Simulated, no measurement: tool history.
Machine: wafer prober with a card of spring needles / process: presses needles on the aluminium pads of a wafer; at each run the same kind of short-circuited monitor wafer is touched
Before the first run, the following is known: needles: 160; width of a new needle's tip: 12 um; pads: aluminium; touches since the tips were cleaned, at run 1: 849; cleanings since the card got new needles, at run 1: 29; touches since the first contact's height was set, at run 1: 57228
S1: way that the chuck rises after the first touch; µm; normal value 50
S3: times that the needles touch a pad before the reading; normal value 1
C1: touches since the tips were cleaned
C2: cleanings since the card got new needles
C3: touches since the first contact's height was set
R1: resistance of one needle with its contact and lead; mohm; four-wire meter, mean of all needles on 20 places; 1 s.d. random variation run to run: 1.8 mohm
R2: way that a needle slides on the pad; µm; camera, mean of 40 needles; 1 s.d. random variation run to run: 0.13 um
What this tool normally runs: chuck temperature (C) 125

Run 1, hour 0: usual settings; C1 849; C2 29; C3 57228. Result: R1 206 mohm, R2 10.24 µm.
At hour 3.5: tips cleaned on abrasive film.
At hour 9.1: tips cleaned on abrasive film.
At hour 14.8: tips cleaned on abrasive film.
Run 2, hour 17: usual settings; C1 760; C2 32; C3 63227. Result: R1 207 mohm, R2 10.01 µm.
At hour 20.2: tips cleaned on abrasive film.
At hour 25.3: tips cleaned on abrasive film.
At hour 30.3: tips cleaned on abrasive film.
At hour 35.3: tips cleaned on abrasive film.
Run 3, hour 35.3: usual settings but S3 2; C1 0; C2 36; C3 69686. Result: R1 199 mohm, R2 10.02 µm.
At hour 41: tips cleaned on abrasive film.
At hour 46: tips cleaned on abrasive film.
Run 4, hour 49: usual settings; C1 1092; C2 38; C3 74549. Result: R1 208 mohm, R2 9.89 µm.
At hour 51.1: tips cleaned on abrasive film.
At hour 56.9: tips cleaned on abrasive film.
At hour 62.3: tips cleaned on abrasive film.
Run 5, hour 64.8: usual settings; C1 918; C2 41; C3 80147. Result: R1 210 mohm, R2 9.97 µm.
At hour 67.8: tips cleaned on abrasive film.
Run 6, hour 72.6: usual settings; C1 1724; C2 42; C3 82911. Result: R1 226 mohm, R2 9.92 µm.
At hour 73.9: tips cleaned on abrasive film.
At hour 79.5: tips cleaned on abrasive film.
Run 7, hour 83.5: usual settings but S1 40 µm; C1 1437; C2 44; C3 86762. Result: R1 239 mohm, R2 7.81 µm.
At hour 84.8: tips cleaned on abrasive film.
At hour 90.5: tips cleaned on abrasive film.
At hour 95.9: tips cleaned on abrasive film.
At hour 100.8: tips cleaned on abrasive film.
Run 8, hour 101.5: usual settings but S1 40 µm; C1 251; C2 48; C3 93112. Result: R1 212 mohm, R2 7.86 µm.
At hour 106: tips cleaned on abrasive film.
At hour 112.1: tips cleaned on abrasive film.
Run 9, hour 115.9: usual settings but S1 40 µm; C1 1398; C2 50; C3 98232. Result: R1 234 mohm, R2 7.52 µm.
At hour 118: tips cleaned on abrasive film.
At hour 123.8: tips cleaned on abrasive film.
Run 10, hour 123.9: usual settings but S1 40 µm; C1 28; C2 52; C3 101018. Result: R1 203 mohm, R2 7.63 µm.
At hour 128.8: tips cleaned on abrasive film.
At hour 134.5: tips cleaned on abrasive film.
Run 11, hour 136.5: usual settings but S1 40 µm; C1 719; C2 54; C3 105500. Result: R1 226 mohm, R2 7.77 µm.
At hour 140: tips cleaned on abrasive film.
At hour 145.4: tips cleaned on abrasive film.
At hour 150.3: tips cleaned on abrasive film.
Run 12, hour 154: usual settings but S1 40 µm; C1 1312; C2 57; C3 111676. Result: R1 237 mohm, R2 7.58 µm.
At hour 156.4: tips cleaned on abrasive film.
At hour 161.4: tips cleaned on abrasive film.
At hour 167.2: tips cleaned on abrasive film.
Run 13, hour 171: usual settings but S1 40 µm; C1 1367; C2 60; C3 117705. Result: R1 236 mohm, R2 7.45 µm.
At hour 172.2: tips cleaned on abrasive film.
At hour 177.6: tips cleaned on abrasive film.
At hour 183.4: tips cleaned on abrasive film.
Run 14, hour 184.6: usual settings but S1 40 µm; C1 410; C2 63; C3 122477. Result: R1 220 mohm, R2 7.42 µm.
At hour 188.7: tips cleaned on abrasive film.
At hour 193.7: tips cleaned on abrasive film.
Run 15, hour 193.7: usual settings but S1 54 µm, chuck temperature (C) 74, S3 2; C1 0; C2 65; C3 125698. Result: R1 185 mohm, R2 10.7 µm.
At hour 199.4: tips cleaned on abrasive film.
At hour 204.3: tips cleaned on abrasive film.
Run 16, hour 206.1: usual settings but S1 54 µm, chuck temperature (C) 74, S3 2; C1 661; C2 67; C3 130112. Result: R1 193 mohm, R2 10.48 µm.
At hour 209.5: tips cleaned on abrasive film.
At hour 215.4: tips cleaned on abrasive film.
At hour 221.3: tips cleaned on abrasive film.
Run 17, hour 223.1: usual settings but S1 54 µm, chuck temperature (C) 74, S3 2; C1 652; C2 70; C3 136116. Result: R1 192 mohm, R2 10.33 µm.
At hour 226.8: tips cleaned on abrasive film.
At hour 232.6: tips cleaned on abrasive film.
Run 18, hour 233.8: usual settings but S1 55 µm, chuck temperature (C) 54, S3 3; C1 424; C2 72; C3 139874. Result: R1 187 mohm, R2 10.57 µm.
At hour 238.5: tips cleaned on abrasive film.
At hour 244.4: tips cleaned on abrasive film.
At hour 249.5: tips cleaned on abrasive film.
Run 19, hour 251.1: usual settings but S1 30 µm; C1 570; C2 75; C3 146007. Result: R1 247 mohm, R2 5.17 µm.
At hour 254.8: tips cleaned on abrasive film.
At hour 260.2: tips cleaned on abrasive film.
Run 20, hour 260.2: usual settings but S1 30 µm; C1 0; C2 77; C3 149218. Result: R1 227 mohm, R2 4.9 µm.
At hour 265.6: tips cleaned on abrasive film.
At hour 271.4: tips cleaned on abrasive film.
Run 21, hour 272.6: usual settings but S1 30 µm; C1 436; C2 79; C3 153624. Result: R1 248 mohm, R2 5.21 µm.
At hour 277.5: tips cleaned on abrasive film.
Run 22, hour 280.6: usual settings but S1 66 µm, chuck temperature (C) 33, S3 2; C1 1111; C2 80; C3 156447. Result: R1 183 mohm, R2 12.69 µm.
At hour 283.1: tips cleaned on abrasive film.
At hour 288.3: tips cleaned on abrasive film.
At hour 294: tips cleaned on abrasive film.
Run 23, hour 296.7: usual settings but S1 58 µm, chuck temperature (C) 42, S3 2; C1 959; C2 83; C3 162145. Result: R1 189 mohm, R2 11.13 µm.
At hour 299.2: tips cleaned on abrasive film.
At hour 304.9: tips cleaned on abrasive film.
Run 24, hour 308.6: usual settings but S1 45 µm, chuck temperature (C) 92; C1 1343; C2 85; C3 166362. Result: R1 233 mohm, R2 8.17 µm.
At hour 310.7: tips cleaned on abrasive film.
At hour 315.8: tips cleaned on abrasive film.
Run 25, hour 319.9: usual settings but chuck temperature (C) 92; C1 1470; C2 87; C3 170370. Result: R1 226 mohm, R2 9.25 µm.
At hour 321: tips cleaned on abrasive film.
At hour 326.6: tips cleaned on abrasive film.
Run 26, hour 328.9: usual settings but S1 34 µm, chuck temperature (C) 92; C1 846; C2 89; C3 173550. Result: R1 259 mohm, R2 5.77 µm.
At hour 332.7: tips cleaned on abrasive film.
At hour 337.8: tips cleaned on abrasive film.
At hour 339.3: height of the first contact set anew.
Run 27, hour 340.8: usual settings but S1 32 µm; C1 965; C2 91; C3 530. Result: R1 247 mohm, R2 6.86 µm.
At hour 344.2: tips cleaned on abrasive film.
At hour 349.7: tips cleaned on abrasive film.
Run 28, hour 349.7: usual settings but S1 32 µm; C1 0; C2 93; C3 3653. Result: R1 212 mohm, R2 6.68 µm.

Here are 4 independent what-if runs from the current tool condition. What would each one return?
At hour 355.6: tips cleaned on abrasive film.
At hour 361.2: tips cleaned on abrasive film.
Run A, hour 365.3: usual settings but S1 61 µm, chuck temperature (C) 93, S3 3; C1 1486; C2 95; C3 9222. Result: R1 ?, R2 ?.
At hour 355.6: tips cleaned on abrasive film.
At hour 361.2: tips cleaned on abrasive film.
Run B, hour 365.3: usual settings but S1 32 µm, chuck temperature (C) 51; C1 1486; C2 95; C3 9222. Result: R1 ?, R2 ?.
At hour 355.6: tips cleaned on abrasive film.
At hour 361.2: tips cleaned on abrasive film.
Run C, hour 365.3: usual settings but S1 32 µm; C1 1486; C2 95; C3 9222. Result: R1 ?, R2 ?.
At hour 355.6: tips cleaned on abrasive film.
At hour 361.2: tips cleaned on abrasive film.
Run D, hour 365.3: usual settings but S1 61 µm, chuck temperature (C) 44; C1 1486; C2 95; C3 9222. Result: R1 ?, R2 ?.

run   R1     R2
  A  194  13.17
  B  251    6.8
  C  259   6.81
  D  196  12.71
Without the tool's hidden state the same runs would have given:
run   R1     R2
  A  186  13.25
  B  188   6.88
  C  202   6.88
  D  176  12.78
